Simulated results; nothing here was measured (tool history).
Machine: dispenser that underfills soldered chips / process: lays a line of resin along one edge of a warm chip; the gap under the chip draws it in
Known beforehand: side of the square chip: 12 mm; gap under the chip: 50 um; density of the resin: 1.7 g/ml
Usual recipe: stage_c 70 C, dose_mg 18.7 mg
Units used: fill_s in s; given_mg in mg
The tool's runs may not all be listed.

{"run": 1, "hour": 0.0, "stage_c": 70, "dose_mg": 18.7, "fill_s": 256.9, "given_mg": 18.15}
{"hour": 3.0, "done": "new syringe of resin"}
{"hour": 12.9, "done": "new syringe of resin"}
{"run": 2, "hour": 13.2, "stage_c": 70, "dose_mg": 18, "fill_s": 178.3, "given_mg": 17.44}
{"hour": 22.8, "done": "new syringe of resin"}
{"run": 3, "hour": 25.0, "stage_c": 70, "dose_mg": 18.7, "fill_s": 199.3, "given_mg": 18.1}
{"hour": 32.3, "done": "new syringe of resin"}
{"run": 4, "hour": 34.4, "stage_c": 70, "dose_mg": 18.7, "fill_s": 195.1, "given_mg": 18.12}
{"hour": 42.1, "done": "new syringe of resin"}
{"run": 5, "hour": 46.7, "stage_c": 70, "dose_mg": 18.7, "fill_s": 225.1, "given_mg": 17.84}
{"hour": 51.7, "done": "new syringe of resin"}
{"run": 6, "hour": 54.0, "stage_c": 70, "dose_mg": 18.7, "fill_s": 199.1, "given_mg": 17.73}
{"hour": 61.9, "done": "new syringe of resin"}
{"run": 7, "hour": 62.3, "stage_c": 70, "dose_mg": 18.7, "fill_s": 180.8, "given_mg": 17.93}

Estimate the outcome of run 8 from the log above:
{"hour": 72.2, "done": "new syringe of resin"}
{"run": 8, "hour": 73.2, "stage_c": 70, "dose_mg": 18.4, "fill_s": "?", "given_mg": "?"}

Logged for run 8: fill_s 186.7 s, given_mg 17.4 mg.
If the tool had no hidden condition, the same run with the same run-to-run variation would have returned fill_s 174.5 s, given_mg 18.38 mg.
